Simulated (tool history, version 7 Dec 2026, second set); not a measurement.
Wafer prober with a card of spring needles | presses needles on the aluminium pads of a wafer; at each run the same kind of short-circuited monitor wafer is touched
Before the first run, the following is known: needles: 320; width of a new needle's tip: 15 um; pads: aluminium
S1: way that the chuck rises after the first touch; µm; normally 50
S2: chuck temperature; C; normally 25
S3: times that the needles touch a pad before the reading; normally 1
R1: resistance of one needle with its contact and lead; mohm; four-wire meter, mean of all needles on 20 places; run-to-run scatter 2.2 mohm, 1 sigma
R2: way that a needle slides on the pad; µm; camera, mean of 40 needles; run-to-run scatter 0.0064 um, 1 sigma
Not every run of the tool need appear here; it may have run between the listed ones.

run 1 hour=0.0 | S1=50 S2=25 S3=1 | R1=244 R2=7.788
-- hour=12.5 tips cleaned on abrasive film
run 2 hour=16.1 | S1=50 S2=25 S3=1 | R1=241 R2=7.799
-- hour=25.0 tips cleaned on abrasive film
run 3 hour=25.2 | S1=50 S2=25 S3=1 | R1=242 R2=7.790
-- hour=38.1 tips cleaned on abrasive film
run 4 hour=42.5 | S1=50 S2=25 S3=1 | R1=244 R2=7.792
-- hour=50.7 tips cleaned on abrasive film
run 5 hour=57.6 | S1=50 S2=25 S3=1 | R1=244 R2=7.778
-- hour=63.7 tips cleaned on abrasive film
run 6 hour=75.1 | S1=50 S2=25 S3=1 | R1=245 R2=7.796
-- hour=76.7 tips cleaned on abrasive film
-- hour=89.3 tips cleaned on abrasive film
run 7 hour=93.2 | S1=50 S2=93 S3=1 | R1=257 R2=7.797
-- hour=102.0 tips cleaned on abrasive film
run 8 hour=108.7 | S1=41 S2=25 S3=1 | R1=248 R2=6.386
-- hour=115.3 tips cleaned on abrasive film
run 9 hour=118.9 | S1=41 S2=25 S3=1 | R1=246 R2=6.389
-- hour=128.2 tips cleaned on abrasive film
run 10 hour=131.2 | S1=50 S2=25 S3=1 | R1=243 R2=7.790
-- hour=140.9 tips cleaned on abrasive film
run 11 hour=142.6 | S1=50 S2=25 S3=1 | R1=243 R2=7.797
run 12 hour=151.2 | S1=50 S2=25 S3=1 | R1=244 R2=7.801
-- hour=153.5 tips cleaned on abrasive film
run 13 hour=160.1 | S1=47 S2=25 S3=1 | R1=246 R2=7.316
-- hour=167.1 tips cleaned on abrasive film
run 14 hour=172.4 | S1=50 S2=25 S3=1 | R1=243 R2=7.790
-- hour=175.0 height of the first contact set anew
-- hour=180.7 tips cleaned on abrasive film
run 15 hour=183.1 | S1=50 S2=39 S3=1 | R1=247 R2=7.791
run 16 hour=190.8 | S1=50 S2=39 S3=1 | R1=250 R2=7.793
-- hour=194.2 tips cleaned on abrasive film
run 17 hour=204.6 | S1=50 S2=39 S3=1 | R1=247 R2=7.794
-- hour=207.8 tips cleaned on abrasive film
run 18 hour=220.0 | S1=50 S2=97 S3=3 | R1=261 R2=7.790
-- hour=221.6 tips cleaned on abrasive film
-- hour=234.4 tips cleaned on abrasive film
run 19 hour=237.8 | S1=50 S2=97 S3=3 | R1=261 R2=7.800
-- hour=248.2 tips cleaned on abrasive film
run 20 hour=255.4 | S1=32 S2=54 S3=1 | R1=256 R2=4.989
-- hour=261.4 tips cleaned on abrasive film
run 21 hour=267.7 | S1=36 S2=54 S3=1 | R1=261 R2=5.612

Estimate the outcome of run 22 from the log above:
-- hour=273.9 tips cleaned on abrasive film
run 22 hour=282.1 | S1=35 S2=75 S3=1 | R1=? R2=?

R1: 263 mohm
R2: 5.454 µm
Were there no unlogged condition in the tool, this run, its random variation unchanged, would have produced R1 261 mohm, R2 5.455 µm.
